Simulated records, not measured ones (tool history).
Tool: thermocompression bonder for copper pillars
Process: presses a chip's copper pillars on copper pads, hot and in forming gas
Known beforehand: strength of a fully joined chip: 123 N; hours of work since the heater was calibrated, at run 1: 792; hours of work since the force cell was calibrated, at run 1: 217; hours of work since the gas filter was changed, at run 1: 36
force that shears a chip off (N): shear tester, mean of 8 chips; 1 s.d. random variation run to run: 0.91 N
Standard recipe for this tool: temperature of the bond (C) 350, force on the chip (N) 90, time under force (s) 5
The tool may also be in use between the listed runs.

run    day  temperature of the bond (C)  force on the chip (N)  time under force (s)  hours of work since the heater was calibrated  hours of work since the force cell was calibrated  hours of work since the gas filter was changed  force that shears a chip off (N)
  1  0.000                          350                     90                     5                                            792                                                217                                              36                              73.0
  2  0.525                          350                     90                     5                                            801                                                226                                              45                              72.1
  3  1.138                          350                     90                     5                                            811                                                236                                              56                              72.6
  4  1.658                          350                     90                     5                                            820                                                245                                              64                              71.9
  5  2.000                          350                     90                     5                                            826                                                251                                              70                              70.9
  6  2.775                          350                     90                     5                                            839                                                264                                              83                              71.7
  7  3.508                          323                    123                     7                                            851                                                276                                              96                              73.3
  8  4.200                          378                    128                     9                                            863                                                288                                             108                             108.4
  9  4.967                          350                     93                    10                                            876                                                301                                             121                              85.4
 10  5.554                          350                     90                     4                                            886                                                311                                             131                              64.1
 11  6.042                          350                    104                    10                                            894                                                319                                             139                              89.4

Here are 5 independent what-if runs from the current tool condition. What would each one return?
  A  6.425                          358                    104                    10                                            901                                                326                                             145                                 ?
  B  6.425                          347                     65                     3                                            901                                                326                                             145                                 ?
  C  6.425                          352                     88                     6                                            901                                                326                                             145                                 ?
  D  6.425                          365                    104                    10                                            901                                                326                                             145                                 ?
  E  6.425                          334                    111                     3                                            901                                                326                                             145                                 ?

run  force that shears a chip off (N)
  A                              92.1
  B                              46.2
  C                              74.9
  D                              97.0
  E                              58.2
With the hidden condition removed and each run's random variation left untouched, the same runs would have given:
run  force that shears a chip off (N)
  A                              99.6
  B                              51.0
  C                              81.7
  D                             104.6
  E                              64.1
